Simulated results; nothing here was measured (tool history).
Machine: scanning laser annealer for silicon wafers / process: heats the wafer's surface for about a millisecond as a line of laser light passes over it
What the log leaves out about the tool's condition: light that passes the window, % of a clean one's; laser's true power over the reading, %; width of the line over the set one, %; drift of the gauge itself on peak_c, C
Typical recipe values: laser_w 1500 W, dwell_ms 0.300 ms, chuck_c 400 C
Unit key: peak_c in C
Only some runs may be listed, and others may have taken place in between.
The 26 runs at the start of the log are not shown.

run	day	laser_w	dwell_ms	chuck_c	hours of work since the window was cleaned	hours of work since the power meter was calibrated	hours of work since the optics were aligned	peak_c
# day 10.575: window over the wafer cleaned, once more
27	11.146	1560	0.300	439	6	370	1412	1303
28	11.638	1500	0.278	414	11	375	1418	1213
29	12.042	1500	0.278	414	16	379	1422	1218
30	12.421	1500	0.276	399	20	383	1426	1196
31	12.788	1295	0.351	395	24	387	1430	1155
32	13.317	1500	0.300	367	30	393	1436	1196
33	13.862	1594	0.300	419	35	399	1442	1303
34	14.179	1594	0.300	419	39	402	1445	1304
35	14.583	1500	0.251	400	43	407	1449	1161
36	15.200	1426	0.300	429	50	413	1456	1211
37	15.517	1426	0.300	429	53	417	1459	1208
38	16.025	1426	0.300	429	59	422	1465	1213
39	16.350	1612	0.300	382	62	426	1468	1277
40	16.712	1638	0.227	394	66	430	1472	1194
41	17.288	1319	0.300	376	72	436	1478	1095

Branching from run 41: 3 alternative next runs. What would each branch give?
A	17.908	1420	0.292	365	79	442	1485	?
B	17.908	1319	0.212	376	79	442	1485	?
C	17.908	1500	0.345	400	79	442	1485	?

run	peak_c
A	1131
B	989
C	1280
Take away the tool's hidden state, keep each run's random variation, and the runs would have read:
run	peak_c
A	1145
B	1000
C	1296
